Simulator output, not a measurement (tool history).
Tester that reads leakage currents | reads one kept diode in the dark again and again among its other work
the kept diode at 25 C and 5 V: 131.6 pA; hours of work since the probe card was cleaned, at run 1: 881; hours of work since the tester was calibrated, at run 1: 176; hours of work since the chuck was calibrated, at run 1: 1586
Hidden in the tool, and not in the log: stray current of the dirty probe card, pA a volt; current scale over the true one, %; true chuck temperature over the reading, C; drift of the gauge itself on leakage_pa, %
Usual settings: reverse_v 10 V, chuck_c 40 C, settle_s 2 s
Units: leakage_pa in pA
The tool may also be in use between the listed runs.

run	hour	reverse_v	chuck_c	settle_s	hours of work since the probe card was cleaned	hours of work since the tester was calibrated	hours of work since the chuck was calibrated	leakage_pa
1	0	10	40	2	881	176	1586	658.64
2	124.9	10	45	2	946	241	1650	977.75
3	276.7	1.2	40	2	1024	320	1729	234.01
# hour 308: chuck's temperature calibrated
4	396.5	10	40	2	1085	381	46	658.52
5	567.4	10	49	2	1174	469	134	1334.25
# hour 731.4: probe card cleaned and baked
6	772.7	10	40	2	21	574	239	659.14
7	968.6	10	40	2	123	675	340	656.25
8	1075.5	10	40	2	178	730	396	656.15
9	1166.6	10	40	2	225	778	443	658.34
10	1357.9	10	22	2	324	877	542	141.55
11	1447	10	22	2	370	923	588	142.42
12	1548.4	10	22	2	423	975	641	142.85
13	1751	10	40	2	528	1080	745	658.18
14	1895.6	10	40	2	603	1155	820	658.96
15	2022.2	10	40	2	668	1220	886	658.77
16	2112.9	10	40	2	715	1267	933	657.55
17	2221.2	10	40	2	771	1323	989	656.12
18	2413.9	10	40	1.28	871	1423	1088	657.87
19	2520.9	10	40	0.55	926	1479	1144	659.35
20	2684	1.1	40	2	1011	1563	1228	222.88
21	2880.1	1.1	40	2	1112	1665	1330	223.63
22	3042.9	1.1	40	2	1196	1749	1414	222.54
# hour 3155.3: probe card cleaned and baked
23	3249.8	10	24	2.49	49	1854	1520	170.93
24	3355.2	5.7	25	1.55	103	1909	1574	141.37
25	3557.4	10	48	9.34	208	2014	1679	1226.78
# hour 3676.3: chuck's temperature calibrated
26	3706.9	6.8	55	0.4	284	2090	16	1727.53
27	3806.2	10	40	0.31	336	2141	67	664.08
28	3896.3	8.8	40	4.24	383	2188	114	617.62
29	4012	1.1	40	2	442	2248	174	222.7
30	4106.6	1.1	31	2	491	2297	223	106.24
31	4247.2	1.1	31	2	564	2370	295	105.49
32	4385.6	2.9	45	2	636	2441	367	533.38
33	4556.3	3.5	41	1.29	724	2530	456	427.85
34	4701.7	3.5	41	1.29	799	2605	531	425.53
35	4793.8	3.5	41	1.29	847	2653	578	427.06
36	4911.3	10	54	2	908	2713	639	1942.05
37	5057.4	10	54	2	984	2789	715	1933.93
38	5161.5	10	54	2	1037	2843	769	1935.35
39	5343.5	9.7	54	6.4	1132	2937	863	1900.7
40	5442.9	9.7	54	6.4	1183	2989	914	1898.62

Forecast each of these 4 alternatives for the next run:
A	5556.6	4.3	57	6.78	1242	3047	973	?
B	5556.6	2.2	31	1.47	1242	3047	973	?
C	5556.6	4.3	49	5.03	1242	3047	973	?
D	5556.6	1.7	41	1.31	1242	3047	973	?

run	leakage_pa
A	1597.28
B	148.74
C	881.03
D	299.53
Without the tool's hidden state the same runs would have given:
run	leakage_pa
A	1595.56
B	148.56
C	880.04
D	299.18
